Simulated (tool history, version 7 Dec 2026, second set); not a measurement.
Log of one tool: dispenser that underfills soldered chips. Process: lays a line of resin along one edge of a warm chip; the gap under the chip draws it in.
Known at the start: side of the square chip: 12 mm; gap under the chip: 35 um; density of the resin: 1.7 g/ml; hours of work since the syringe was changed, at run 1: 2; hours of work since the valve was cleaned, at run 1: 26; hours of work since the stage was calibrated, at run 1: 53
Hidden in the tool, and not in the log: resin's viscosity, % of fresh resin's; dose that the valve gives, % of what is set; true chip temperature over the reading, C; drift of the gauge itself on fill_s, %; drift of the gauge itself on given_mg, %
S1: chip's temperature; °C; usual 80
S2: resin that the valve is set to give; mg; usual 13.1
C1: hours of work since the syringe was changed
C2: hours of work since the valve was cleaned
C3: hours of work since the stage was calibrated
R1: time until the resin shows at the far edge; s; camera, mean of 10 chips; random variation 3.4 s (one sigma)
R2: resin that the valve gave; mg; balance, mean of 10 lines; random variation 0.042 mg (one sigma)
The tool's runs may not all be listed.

Run 1, day 0: usual settings; C1 2; C2 26; C3 53. Result: R1 407.9 s, R2 12.79 mg.
Run 2, day 0.225: usual settings; C1 6; C2 30; C3 57. Result: R1 585.1 s, R2 12.83 mg.
Run 3, day 0.417: usual settings; C1 9; C2 33; C3 61. Result: R1 797.2 s, R2 12.78 mg.
At day 0.446: new syringe of resin.
Run 4, day 0.575: usual settings; C1 2; C2 36; C3 63. Result: R1 418.2 s, R2 12.71 mg.
Run 5, day 0.675: usual settings but S2 11.3 mg; C1 4; C2 38; C3 65. Result: R1 514.7 s, R2 10.96 mg.
Run 6, day 0.875: usual settings but S2 11.3 mg; C1 8; C2 41; C3 69. Result: R1 691.3 s, R2 10.92 mg.
Run 7, day 0.979: usual settings but S1 76 °C; C1 10; C2 43; C3 71. Result: R1 984.4 s, R2 12.65 mg.
At day 1.008: new syringe of resin.
Run 8, day 1.133: usual settings but S1 76 °C; C1 2; C2 46; C3 73. Result: R1 519.8 s, R2 12.59 mg.
At day 1.246: dispensing valve cleaned and set on the balance.
Run 9, day 1.379: usual settings but S1 79 °C; C1 6; C2 2; C3 77. Result: R1 610.8 s, R2 13 mg.
Run 10, day 1.517: usual settings; C1 8; C2 5; C3 79. Result: R1 718.5 s, R2 13.06 mg.
At day 1.604: new syringe of resin.
Run 11, day 1.667: usual settings but S2 11.2 mg; C1 1; C2 7; C3 82. Result: R1 394.6 s, R2 11.06 mg.
Run 12, day 1.8: usual settings but S2 11.2 mg; C1 4; C2 10; C3 84. Result: R1 481.4 s, R2 11.05 mg.
Run 13, day 2.004: usual settings but S2 11.2 mg; C1 7; C2 13; C3 88. Result: R1 686.5 s, R2 11.06 mg.
At day 2.162: new syringe of resin.
Run 14, day 2.192: usual settings but S1 91 °C, S2 11.2 mg; C1 1; C2 16; C3 91. Result: R1 217.6 s, R2 10.98 mg.
Run 15, day 2.321: usual settings but S2 13.7 mg; C1 3; C2 19; C3 93. Result: R1 450.1 s, R2 13.43 mg.
Run 16, day 2.483: usual settings but S2 13.7 mg; C1 6; C2 22; C3 96. Result: R1 581.5 s, R2 13.39 mg.
Run 17, day 2.612: usual settings; C1 8; C2 24; C3 98. Result: R1 715.9 s, R2 12.79 mg.
At day 2.725: new syringe of resin.
Run 18, day 2.825: usual settings but S1 72 °C; C1 2; C2 28; C3 102. Result: R1 628.6 s, R2 12.8 mg.
Run 19, day 2.933: usual settings but S1 74 °C, S2 15.4 mg; C1 4; C2 29; C3 104. Result: R1 658.1 s, R2 15.05 mg.
Run 20, day 3.046: usual settings but S1 74 °C, S2 11.6 mg; C1 6; C2 31; C3 106. Result: R1 826.7 s, R2 11.3 mg.
Run 21, day 3.221: usual settings but S1 94 °C, S2 16.7 mg; C1 9; C2 35; C3 109. Result: R1 374.6 s, R2 16.23 mg.
At day 3.292: new syringe of resin.
Run 22, day 3.338: usual settings but S2 12.5 mg; C1 1; C2 36; C3 111. Result: R1 380.5 s, R2 12.07 mg.
Run 23, day 3.471: usual settings but S1 83 °C, S2 12.4 mg; C1 3; C2 39; C3 113. Result: R1 400.7 s, R2 11.94 mg.
Run 24, day 3.688: usual settings but S1 83 °C, S2 12.4 mg; C1 7; C2 43; C3 117. Result: R1 567.6 s, R2 12.01 mg.
At day 3.854: new syringe of resin.
Run 25, day 3.883: usual settings but S1 68 °C; C1 0; C2 46; C3 120. Result: R1 686.8 s, R2 12.64 mg.
At day 3.983: dispensing valve cleaned and set on the balance.
Run 26, day 4.162: usual settings but S1 89 °C, S2 11.9 mg; C1 5; C2 3; C3 125. Result: R1 339 s, R2 11.94 mg.
Run 27, day 4.279: usual settings but S2 12.8 mg; C1 7; C2 5; C3 127. Result: R1 631.1 s, R2 12.77 mg.
At day 4.454: new syringe of resin.
Run 28, day 4.454: usual settings but S2 12.8 mg; C1 0; C2 8; C3 130. Result: R1 352 s, R2 12.82 mg.
Run 29, day 4.608: usual settings but S2 12.8 mg; C1 3; C2 11; C3 132. Result: R1 445.5 s, R2 12.72 mg.
Run 30, day 4.762: usual settings but S1 68 °C, S2 14.5 mg; C1 6; C2 14; C3 135. Result: R1 1059.7 s, R2 14.45 mg.
Run 31, day 4.875: usual settings but S1 75 °C, S2 16.5 mg; C1 8; C2 16; C3 137. Result: R1 865.3 s, R2 16.22 mg.
At day 5.012: new syringe of resin.
Run 32, day 5.054: usual settings but S1 67 °C, S2 11.8 mg; C1 1; C2 19; C3 140. Result: R1 769.7 s, R2 11.63 mg.
Run 33, day 5.208: usual settings but S1 85 °C, S2 11.2 mg; C1 3; C2 21; C3 143. Result: R1 373.6 s, R2 10.97 mg.
Run 34, day 5.396: usual settings but S1 85 °C, S2 11.2 mg; C1 7; C2 25; C3 146. Result: R1 519.9 s, R2 11.02 mg.
At day 5.571: new syringe of resin.
Run 35, day 5.642: usual settings but S1 77 °C, S2 15.9 mg; C1 1; C2 29; C3 150. Result: R1 452.3 s, R2 15.53 mg.
Run 36, day 5.821: usual settings but S1 90 °C; C1 4; C2 32; C3 154. Result: R1 313.4 s, R2 12.81 mg.

Hidden state or all else? Some run-to-run changes of R1, split into what the settings, what came in and random variation would give without the hidden state, and what is left for the hidden state (with any gauge scatter that isn't in both results):
Run 3 -> 4: new syringe of resin. R1 -379 s: hidden state -380.1, all else +1.1.
Run 7 -> 8: new syringe of resin. R1 -464.6 s: hidden state -470.4, all else +5.8.
Run 13 -> 14: S1 80 -> 91, new syringe of resin. R1 -468.9 s: hidden state -315.5, all else -153.4.
Run 29 -> 30: S1 80 -> 68, S2 12.8 -> 14.5. R1 +614.2 s: hidden state +321.2, all else +293.
Run 31 -> 32: S1 75 -> 67, S2 16.5 -> 11.8, new syringe of resin. R1 -95.6 s: hidden state -368.4, all else +272.8.
